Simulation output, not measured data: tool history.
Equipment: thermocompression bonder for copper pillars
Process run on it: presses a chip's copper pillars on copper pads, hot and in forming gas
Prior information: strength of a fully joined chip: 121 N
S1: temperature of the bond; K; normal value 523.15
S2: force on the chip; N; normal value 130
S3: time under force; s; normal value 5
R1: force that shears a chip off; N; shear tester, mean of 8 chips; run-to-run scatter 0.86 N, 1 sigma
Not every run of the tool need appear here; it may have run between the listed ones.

run	day	S1	S2	S3	R1
1	0	523.15	130	5	81.1
2	0.833	523.15	130	6	83.2
3	1.408	523.15	130	7	88.5
4	1.888	523.15	130	5	79.4
5	2.617	523.15	130	5	81.1
# day 2.888: heater calibrated with a thermocouple chip
6	3.538	498.15	130	7	52.1
7	4.062	549.15	192	11	114.2
8	4.704	538.15	192	9	109.3
9	5.162	523.15	156	4	75.2
10	5.746	519.15	86	5	44.2

Branching from run 10: 3 alternative next runs. What would each branch give?
# day 6.458: forming gas filter changed
A	6.592	548.15	94	5	?
# day 6.458: forming gas filter changed
B	6.592	531.15	117	5	?
# day 6.458: forming gas filter changed
C	6.592	523.15	108	6	?

run	R1
A	76
B	74.6
C	65.8
With no hidden state in the tool, these same runs would have given:
run	R1
A	73.7
B	72.2
C	63.4
